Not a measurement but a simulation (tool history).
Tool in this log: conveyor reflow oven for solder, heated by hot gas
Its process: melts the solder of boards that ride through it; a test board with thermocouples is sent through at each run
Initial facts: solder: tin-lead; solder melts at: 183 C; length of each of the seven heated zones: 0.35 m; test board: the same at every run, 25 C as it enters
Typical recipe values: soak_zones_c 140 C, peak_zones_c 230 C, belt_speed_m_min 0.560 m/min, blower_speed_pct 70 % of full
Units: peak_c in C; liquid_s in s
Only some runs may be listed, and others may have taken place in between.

{"run": 1, "hour": 0.0, "soak_zones_c": 140, "peak_zones_c": 230, "belt_speed_m_min": 0.56, "blower_speed_pct": 70, "peak_c": 211.2, "liquid_s": 51.0}
{"run": 2, "hour": 23.9, "soak_zones_c": 140, "peak_zones_c": 230, "belt_speed_m_min": 0.56, "blower_speed_pct": 70, "peak_c": 213.5, "liquid_s": 53.8}
{"run": 3, "hour": 42.3, "soak_zones_c": 140, "peak_zones_c": 230, "belt_speed_m_min": 0.56, "blower_speed_pct": 70, "peak_c": 213.5, "liquid_s": 54.1}
{"run": 4, "hour": 65.5, "soak_zones_c": 140, "peak_zones_c": 230, "belt_speed_m_min": 0.56, "blower_speed_pct": 70, "peak_c": 213.5, "liquid_s": 53.8}
{"run": 5, "hour": 77.8, "soak_zones_c": 140, "peak_zones_c": 230, "belt_speed_m_min": 0.56, "blower_speed_pct": 70, "peak_c": 213.4, "liquid_s": 53.8}
{"run": 6, "hour": 88.2, "soak_zones_c": 140, "peak_zones_c": 230, "belt_speed_m_min": 0.56, "blower_speed_pct": 70, "peak_c": 213.3, "liquid_s": 53.5}
{"run": 7, "hour": 109.1, "soak_zones_c": 140, "peak_zones_c": 230, "belt_speed_m_min": 0.56, "blower_speed_pct": 70, "peak_c": 213.5, "liquid_s": 53.7}
{"run": 8, "hour": 123.3, "soak_zones_c": 140, "peak_zones_c": 230, "belt_speed_m_min": 0.56, "blower_speed_pct": 70, "peak_c": 213.5, "liquid_s": 53.7}
{"run": 9, "hour": 134.1, "soak_zones_c": 140, "peak_zones_c": 230, "belt_speed_m_min": 0.56, "blower_speed_pct": 70, "peak_c": 213.5, "liquid_s": 53.7}
{"run": 10, "hour": 150.3, "soak_zones_c": 140, "peak_zones_c": 230, "belt_speed_m_min": 0.473, "blower_speed_pct": 70, "peak_c": 218.3, "liquid_s": 69.3}
{"run": 11, "hour": 160.4, "soak_zones_c": 140, "peak_zones_c": 230, "belt_speed_m_min": 0.55, "blower_speed_pct": 70, "peak_c": 214.1, "liquid_s": 55.2}
{"run": 12, "hour": 172.4, "soak_zones_c": 140, "peak_zones_c": 235, "belt_speed_m_min": 0.55, "blower_speed_pct": 70, "peak_c": 218.2, "liquid_s": 58.9}
{"run": 13, "hour": 184.7, "soak_zones_c": 140, "peak_zones_c": 235, "belt_speed_m_min": 0.55, "blower_speed_pct": 64, "peak_c": 216.4, "liquid_s": 57.6}
{"run": 14, "hour": 206.9, "soak_zones_c": 140, "peak_zones_c": 235, "belt_speed_m_min": 0.55, "blower_speed_pct": 64, "peak_c": 216.6, "liquid_s": 57.6}
{"run": 15, "hour": 227.9, "soak_zones_c": 140, "peak_zones_c": 235, "belt_speed_m_min": 0.55, "blower_speed_pct": 64, "peak_c": 216.6, "liquid_s": 57.7}
{"run": 16, "hour": 244.7, "soak_zones_c": 140, "peak_zones_c": 230, "belt_speed_m_min": 0.542, "blower_speed_pct": 70, "peak_c": 214.2, "liquid_s": 56.7}
{"run": 17, "hour": 267.8, "soak_zones_c": 140, "peak_zones_c": 230, "belt_speed_m_min": 0.542, "blower_speed_pct": 70, "peak_c": 214.0, "liquid_s": 56.0}
{"run": 18, "hour": 280.3, "soak_zones_c": 140, "peak_zones_c": 230, "belt_speed_m_min": 0.542, "blower_speed_pct": 70, "peak_c": 213.8, "liquid_s": 56.8}
{"run": 19, "hour": 300.7, "soak_zones_c": 146, "peak_zones_c": 230, "belt_speed_m_min": 0.457, "blower_speed_pct": 67, "peak_c": 219.2, "liquid_s": 75.6}
{"run": 20, "hour": 318.2, "soak_zones_c": 138, "peak_zones_c": 219, "belt_speed_m_min": 0.52, "blower_speed_pct": 51, "peak_c": 201.4, "liquid_s": 42.8}
{"run": 21, "hour": 329.2, "soak_zones_c": 142, "peak_zones_c": 230, "belt_speed_m_min": 0.56, "blower_speed_pct": 87, "peak_c": 216.2, "liquid_s": 57.5}
{"run": 22, "hour": 344.0, "soak_zones_c": 140, "peak_zones_c": 222, "belt_speed_m_min": 0.602, "blower_speed_pct": 70, "peak_c": 204.1, "liquid_s": 40.4}
{"run": 23, "hour": 354.5, "soak_zones_c": 142, "peak_zones_c": 225, "belt_speed_m_min": 0.605, "blower_speed_pct": 78, "peak_c": 207.9, "liquid_s": 46.0}
{"run": 24, "hour": 375.8, "soak_zones_c": 140, "peak_zones_c": 230, "belt_speed_m_min": 0.604, "blower_speed_pct": 70, "peak_c": 210.1, "liquid_s": 46.3}
{"run": 25, "hour": 394.4, "soak_zones_c": 140, "peak_zones_c": 230, "belt_speed_m_min": 0.604, "blower_speed_pct": 70, "peak_c": 210.1, "liquid_s": 46.6}
{"run": 26, "hour": 411.5, "soak_zones_c": 140, "peak_zones_c": 230, "belt_speed_m_min": 0.604, "blower_speed_pct": 70, "peak_c": 209.7, "liquid_s": 46.1}
{"run": 27, "hour": 422.6, "soak_zones_c": 140, "peak_zones_c": 230, "belt_speed_m_min": 0.604, "blower_speed_pct": 70, "peak_c": 209.9, "liquid_s": 46.3}
{"run": 28, "hour": 440.7, "soak_zones_c": 137, "peak_zones_c": 230, "belt_speed_m_min": 0.621, "blower_speed_pct": 61, "peak_c": 205.9, "liquid_s": 39.1}
{"run": 29, "hour": 462.4, "soak_zones_c": 137, "peak_zones_c": 230, "belt_speed_m_min": 0.621, "blower_speed_pct": 61, "peak_c": 205.8, "liquid_s": 38.7}
{"run": 30, "hour": 475.6, "soak_zones_c": 140, "peak_zones_c": 240, "belt_speed_m_min": 0.56, "blower_speed_pct": 54, "peak_c": 216.7, "liquid_s": 55.8}

Not shown here: 1 entry made in the log between runs. Locate each between two listed runs and compare the hidden state at the listed run before it with the hidden state at the listed run after it:
After run 1, before run 2: flux residue cleaned out of gas plates and filters (hour 20.2)
  heat that the gas passes to the board, % of a clean oven's: 90.6 -> 98.7; belt's true speed, % of the reading: 99.18 -> 99.15; true gas temperature in zones 6 and 7 over the reading, C: 1.2 -> 1.24
  the result without the hidden state subtracted from the measured one, peak_c: -1.3 -> +1.0 C; liquid_s: -1.4 -> +1.3 s
